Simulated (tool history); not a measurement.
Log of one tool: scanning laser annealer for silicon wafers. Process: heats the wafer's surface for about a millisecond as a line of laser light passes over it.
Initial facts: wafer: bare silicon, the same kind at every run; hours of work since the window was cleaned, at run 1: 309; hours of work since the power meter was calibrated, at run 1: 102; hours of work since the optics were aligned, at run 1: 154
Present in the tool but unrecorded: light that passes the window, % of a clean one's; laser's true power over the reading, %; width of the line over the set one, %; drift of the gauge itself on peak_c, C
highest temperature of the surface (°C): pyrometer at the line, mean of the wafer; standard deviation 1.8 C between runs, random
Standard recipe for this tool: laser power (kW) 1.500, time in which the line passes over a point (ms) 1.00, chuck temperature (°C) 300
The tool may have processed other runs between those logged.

run,hour,laser power (kW),time in which the line passes over a point (ms),chuck temperature (°C),hours of work since the window was cleaned,hours of work since the power meter was calibrated,hours of work since the optics were aligned,highest temperature of the surface (°C)
1,0.0,1.500,1.00,300,309,102,154,984
2,13.5,1.500,1.00,300,319,113,164,979
3,25.3,1.495,1.00,300,329,122,174,977
4,49.2,1.495,1.00,300,348,141,193,975
5,70.2,1.500,1.00,300,364,158,209,973
# hour 83.9: window over the wafer cleaned
6,90.5,1.500,1.00,323,5,172,224,1037
7,109.2,1.500,1.00,300,20,187,239,1012
8,120.4,1.500,0.74,300,29,196,247,917
9,143.3,1.500,0.74,300,47,214,266,917
10,156.2,1.500,0.74,300,57,224,276,912
11,169.3,1.500,0.74,300,68,234,286,912
12,191.8,1.500,0.74,300,85,252,304,913
13,212.8,1.500,1.00,269,102,269,321,971
14,230.0,1.500,1.00,314,116,283,334,1015
15,240.6,1.302,0.99,264,124,291,343,853
16,264.3,1.462,1.05,333,143,310,361,1024
17,274.3,1.413,1.05,333,151,318,369,995
18,289.4,1.500,0.87,312,163,330,381,960
19,308.5,1.500,0.87,312,178,345,396,958
20,327.2,1.551,0.86,322,193,360,411,995
21,349.6,1.551,0.86,322,210,377,429,990
22,370.7,1.330,0.74,274,227,394,446,787
23,390.4,1.330,0.74,274,243,410,461,787
24,411.9,1.500,1.00,281,260,427,478,965
25,427.2,1.500,1.00,281,272,439,490,961

Consider 5 possible next runs. They are alternatives, not a sequence: every one starts from the tool as it was left by run 25. What does each give?
A,447.6,1.481,0.71,312,288,455,507,?
B,447.6,1.500,1.00,290,288,455,507,?
C,447.6,1.446,1.00,304,288,455,507,?
D,447.6,1.461,0.79,281,288,455,507,?
E,447.6,1.302,0.75,331,288,455,507,?

run,highest temperature of the surface (°C)
A,879
B,973
C,954
D,870
E,829
Stripped of hidden state, with their random variation kept, the same runs would have yielded:
run,highest temperature of the surface (°C)
A,911
B,1012
C,991
D,904
E,857

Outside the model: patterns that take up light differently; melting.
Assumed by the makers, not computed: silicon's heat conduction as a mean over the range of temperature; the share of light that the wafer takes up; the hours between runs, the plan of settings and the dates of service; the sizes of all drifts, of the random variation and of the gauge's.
